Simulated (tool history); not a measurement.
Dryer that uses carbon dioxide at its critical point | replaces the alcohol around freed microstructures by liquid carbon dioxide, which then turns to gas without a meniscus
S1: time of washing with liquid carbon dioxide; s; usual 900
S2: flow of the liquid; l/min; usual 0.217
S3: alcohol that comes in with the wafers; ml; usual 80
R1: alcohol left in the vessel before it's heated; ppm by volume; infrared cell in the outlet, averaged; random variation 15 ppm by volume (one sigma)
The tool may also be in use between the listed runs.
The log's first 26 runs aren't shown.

run 27 day=32.558 | S1=900 S2=0.223 S3=25 | R1=396
run 28 day=34.421 | S1=600 S2=0.217 S3=70 | R1=5478
run 29 day=36.033 | S1=600 S2=0.217 S3=70 | R1=5670
run 30 day=37.562 | S1=600 S2=0.217 S3=70 | R1=5575
run 31 day=38.433 | S1=1020 S2=0.217 S3=80 | R1=745
run 32 day=40.067 | S1=900 S2=0.217 S3=63 | R1=1107
run 33 day=41.812 | S1=900 S2=0.217 S3=63 | R1=1100
run 34 day=43.571 | S1=780 S2=0.136 S3=63 | R1=10225
run 35 day=45.333 | S1=840 S2=0.219 S3=46 | R1=1099
-- day=45.483 inlet filter changed
run 36 day=46.921 | S1=840 S2=0.219 S3=46 | R1=830
run 37 day=48.783 | S1=840 S2=0.219 S3=46 | R1=862
run 38 day=50.229 | S1=1380 S2=0.219 S3=80 | R1=158
run 39 day=51.412 | S1=600 S2=0.346 S3=29 | R1=331

4 ways to go on from here, each from the tool as it stands after run 39. What would each give?
run A day=52.321 | S1=1320 S2=0.259 S3=26 | R1=?
run B day=52.321 | S1=1020 S2=0.306 S3=30 | R1=?
run C day=52.321 | S1=540 S2=0.144 S3=20 | R1=?
run D day=52.321 | S1=900 S2=0.322 S3=26 | R1=?

run=A R1=119
run=B R1=122
run=C R1=5505
run=D R1=129
Without the tool's hidden state the same runs would have given:
run=A R1=17
run=B R1=18
run=C R1=5232
run=D R1=27
